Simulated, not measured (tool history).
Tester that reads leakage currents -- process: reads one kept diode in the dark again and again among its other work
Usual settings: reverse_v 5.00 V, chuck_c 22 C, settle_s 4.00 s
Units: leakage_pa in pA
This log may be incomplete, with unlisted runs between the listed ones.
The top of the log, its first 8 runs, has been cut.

run   hour  reverse_v  chuck_c  settle_s  leakage_pa
  9  397.8       5.00       22      4.00       66.91
 10  448.0       5.00       22      1.52       67.08
 11  505.8       5.00       22      1.52       67.71
 12  570.1       5.00       22      1.52       67.14
 13  612.8       5.00       22      1.52       67.74
 14  641.4       5.00       22      4.00       67.69
 15  686.7       5.00       22      4.00       67.50
 16  721.6       5.00       22      4.60       67.57
 17  761.6       5.00       58      4.60     1266.39
 18  811.8       8.69       28      1.25      156.88
 19  870.5       8.69       28      0.45      159.30
 20  931.8       7.57       23      0.45       98.24

Run 21 comes next. What will it give?
 21  968.5       1.37       24      8.27           ?

Run 21 produced leakage_pa 37.56 pA.
If the tool had no hidden condition, the same run with the same run-to-run variation would have returned leakage_pa 38.87 pA.
